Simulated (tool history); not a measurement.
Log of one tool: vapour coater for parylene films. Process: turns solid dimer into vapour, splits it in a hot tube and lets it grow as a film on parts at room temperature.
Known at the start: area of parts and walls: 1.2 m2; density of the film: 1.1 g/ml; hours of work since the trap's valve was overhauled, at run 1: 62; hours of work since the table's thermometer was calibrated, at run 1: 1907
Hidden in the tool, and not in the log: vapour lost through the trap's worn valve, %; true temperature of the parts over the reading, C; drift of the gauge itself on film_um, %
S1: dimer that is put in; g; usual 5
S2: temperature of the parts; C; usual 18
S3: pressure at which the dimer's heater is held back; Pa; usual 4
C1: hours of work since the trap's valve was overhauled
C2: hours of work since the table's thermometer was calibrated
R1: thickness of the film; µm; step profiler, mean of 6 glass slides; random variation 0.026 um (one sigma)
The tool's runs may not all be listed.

run 1 hour=0 | S1=5 S2=18 S3=4 | C1=62 C2=1907 | R1=1.99
-- hour=22.9 table's thermometer calibrated
run 2 hour=59.7 | S1=5 S2=18 S3=4 | C1=104 C2=26 | R1=1.98
run 3 hour=94.9 | S1=3 S2=18 S3=4 | C1=129 C2=52 | R1=1.14
run 4 hour=169.2 | S1=3 S2=18 S3=4 | C1=183 C2=105 | R1=1.1
run 5 hour=238.3 | S1=3 S2=15 S3=4 | C1=232 C2=154 | R1=1.2
run 6 hour=308.1 | S1=6 S2=15 S3=4 | C1=282 C2=204 | R1=2.38
-- hour=319.4 trap's valve overhauled
-- hour=330.4 table's thermometer calibrated, once more
run 7 hour=382.4 | S1=6 S2=15 S3=4 | C1=44 C2=37 | R1=2.51
run 8 hour=460.9 | S1=6 S2=15 S3=4 | C1=101 C2=93 | R1=2.5
run 9 hour=531.3 | S1=6 S2=15 S3=4 | C1=151 C2=144 | R1=2.47
run 10 hour=570.3 | S1=6 S2=15 S3=4 | C1=179 C2=172 | R1=2.36
run 11 hour=648.7 | S1=6 S2=15 S3=4 | C1=235 C2=228 | R1=2.35
-- hour=724.5 trap's valve overhauled
run 12 hour=725.7 | S1=6 S2=15 S3=4 | C1=1 C2=280 | R1=2.64
run 13 hour=767.5 | S1=8 S2=11 S3=3.29 | C1=31 C2=310 | R1=3.96
run 14 hour=828 | S1=8 S2=11 S3=3.29 | C1=74 C2=353 | R1=3.9
run 15 hour=887.7 | S1=3 S2=24 S3=3.74 | C1=117 C2=396 | R1=1.02
run 16 hour=952.3 | S1=7 S2=12 S3=4 | C1=163 C2=442 | R1=3.13
run 17 hour=991.8 | S1=7 S2=24 S3=10.96 | C1=191 C2=471 | R1=1.86
run 18 hour=1034.6 | S1=7 S2=24 S3=10.96 | C1=222 C2=501 | R1=1.81
run 19 hour=1099.6 | S1=6 S2=13 S3=5.75 | C1=269 C2=548 | R1=2.34
-- hour=1132.4 trap's valve overhauled
run 20 hour=1175.9 | S1=4 S2=10 S3=2.91 | C1=31 C2=600 | R1=2.11
run 21 hour=1239.8 | S1=4 S2=10 S3=5.63 | C1=77 C2=645 | R1=1.78
run 22 hour=1280.1 | S1=4 S2=10 S3=5.63 | C1=106 C2=674 | R1=1.79
run 23 hour=1338.9 | S1=4 S2=25 S3=5.55 | C1=148 C2=716 | R1=1.22
run 24 hour=1377.4 | S1=4 S2=25 S3=5.55 | C1=175 C2=744 | R1=1.17

Forecast each of these 3 alternatives for the next run:
run A hour=1445.3 | S1=5 S2=18 S3=2.74 | C1=224 C2=792 | R1=?
run B hour=1445.3 | S1=4 S2=17 S3=5.42 | C1=224 C2=792 | R1=?
run C hour=1445.3 | S1=6 S2=23 S3=8.89 | C1=224 C2=792 | R1=?

run=A R1=2.01
run=B R1=1.48
run=C R1=1.71
Without the tool's hidden state the same runs would have given:
run=A R1=2.18
run=B R1=1.61
run=C R1=1.85
